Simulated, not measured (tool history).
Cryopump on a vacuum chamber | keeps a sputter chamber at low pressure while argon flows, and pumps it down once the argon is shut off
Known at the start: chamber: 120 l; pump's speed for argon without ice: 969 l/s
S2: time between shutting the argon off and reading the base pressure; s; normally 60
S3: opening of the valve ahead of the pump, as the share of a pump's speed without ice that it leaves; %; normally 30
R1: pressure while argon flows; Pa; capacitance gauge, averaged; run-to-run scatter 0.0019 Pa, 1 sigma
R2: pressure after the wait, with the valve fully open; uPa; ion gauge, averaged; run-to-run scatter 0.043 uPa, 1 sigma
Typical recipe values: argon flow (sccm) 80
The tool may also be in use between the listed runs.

Run 1, day 0.000: usual settings. Result: R1 0.4822 Pa, R2 4.33 uPa.
Run 2, day 3.367: usual settings but S3 19 %. Result: R1 0.7513 Pa, R2 4.45 uPa.
Run 3, day 5.992: usual settings but argon flow (sccm) 61. Result: R1 0.3683 Pa, R2 4.39 uPa.
Run 4, day 8.662: usual settings but argon flow (sccm) 61. Result: R1 0.3682 Pa, R2 4.59 uPa.
Run 5, day 10.329: usual settings but S3 18 %. Result: R1 0.7946 Pa, R2 4.44 uPa.
Run 6, day 12.208: usual settings but S3 18 %. Result: R1 0.7941 Pa, R2 4.48 uPa.
Run 7, day 14.942: usual settings but S2 175 s. Result: R1 0.4869 Pa, R2 3.02 uPa.
Run 8, day 17.558: usual settings but S2 175 s. Result: R1 0.4914 Pa, R2 3.06 uPa.
Run 9, day 20.475: usual settings. Result: R1 0.4883 Pa, R2 4.60 uPa.
Run 10, day 24.029: usual settings. Result: R1 0.4901 Pa, R2 4.68 uPa.
Run 11, day 26.238: usual settings. Result: R1 0.4899 Pa, R2 4.58 uPa.
Run 12, day 30.233: usual settings. Result: R1 0.4966 Pa, R2 4.70 uPa.
Run 13, day 32.112: usual settings. Result: R1 0.4955 Pa, R2 4.78 uPa.
Run 14, day 35.292: usual settings. Result: R1 0.4940 Pa, R2 4.82 uPa.
Run 15, day 38.171: usual settings. Result: R1 0.4959 Pa, R2 4.70 uPa.
Run 16, day 41.592: usual settings. Result: R1 0.4991 Pa, R2 4.92 uPa.
At day 42.808: pump warmed up, emptied and cooled again.
At day 44.900: leaking fittings of the chamber tightened, without venting.
Run 17, day 45.221: usual settings. Result: R1 0.4686 Pa, R2 2.54 uPa.
Run 18, day 47.958: usual settings but argon flow (sccm) 115. Result: R1 0.6709 Pa, R2 2.69 uPa.
Run 19, day 51.088: usual settings but S2 144 s, S3 49 %. Result: R1 0.2893 Pa, R2 1.31 uPa.
Run 20, day 53.008: usual settings but S2 144 s, S3 49 %. Result: R1 0.2904 Pa, R2 1.33 uPa.
Run 21, day 56.767: usual settings but S2 144 s, S3 49 %. Result: R1 0.2916 Pa, R2 1.36 uPa.
Run 22, day 59.588: usual settings but argon flow (sccm) 34, S2 42 s, S3 16 %. Result: R1 0.3757 Pa, R2 3.66 uPa.
Run 23, day 62.104: usual settings but argon flow (sccm) 34, S2 42 s, S3 16 %. Result: R1 0.3733 Pa, R2 3.69 uPa.
Run 24, day 65.462: usual settings but argon flow (sccm) 158, S2 247 s, S3 55 %. Result: R1 0.5220 Pa, R2 1.01 uPa.
Run 25, day 68.925: usual settings but argon flow (sccm) 51, S2 247 s, S3 18 %. Result: R1 0.5029 Pa, R2 1.06 uPa.
Run 26, day 71.512: usual settings but argon flow (sccm) 51, S2 247 s, S3 18 %. Result: R1 0.4999 Pa, R2 1.11 uPa.
Run 27, day 73.829: usual settings but argon flow (sccm) 59, S2 29 s, S3 16 %. Result: R1 0.6500 Pa, R2 5.22 uPa.
Run 28, day 77.679: usual settings but argon flow (sccm) 59, S2 29 s, S3 16 %. Result: R1 0.6547 Pa, R2 5.40 uPa.
Run 29, day 80.021: usual settings but argon flow (sccm) 85, S2 197 s, S3 22 %. Result: R1 0.6913 Pa, R2 1.21 uPa.
Run 30, day 82.129: usual settings but argon flow (sccm) 85, S2 197 s, S3 22 %. Result: R1 0.6926 Pa, R2 1.29 uPa.
Run 31, day 86.121: usual settings but argon flow (sccm) 100, S2 197 s, S3 22 %. Result: R1 0.8138 Pa, R2 1.30 uPa.
Run 32, day 88.425: usual settings but argon flow (sccm) 55, S2 131 s, S3 19 %. Result: R1 0.5159 Pa, R2 1.73 uPa.
Run 33, day 91.142: usual settings but argon flow (sccm) 73, S2 26 s, S3 19 %. Result: R1 0.6845 Pa, R2 5.98 uPa.
Run 34, day 94.917: usual settings but argon flow (sccm) 73, S2 26 s, S3 19 %. Result: R1 0.6857 Pa, R2 6.04 uPa.
Run 35, day 97.250: usual settings but argon flow (sccm) 73, S2 26 s, S3 19 %. Result: R1 0.6912 Pa, R2 5.84 uPa.

Below are 3 alternative next runs, each starting from the tool's condition after run 35. Predict each:
Run A, day 100.212: usual settings but argon flow (sccm) 78, S3 59 %. Result: R1 ?, R2 ?.
Run B, day 100.212: usual settings but argon flow (sccm) 73, S2 69 s, S3 19 %. Result: R1 ?, R2 ?.
Run C, day 100.212: usual settings but argon flow (sccm) 73, S2 26 s, S3 55 %. Result: R1 ?, R2 ?.

run      R1    R2
  A  0.2519  3.03
  B  0.6827  2.69
  C  0.2528  6.22
Take away the tool's hidden state, keep each run's random variation, and the runs would have read:
run      R1    R2
  A  0.2303  2.57
  B  0.6628  2.25
  C  0.2325  5.75
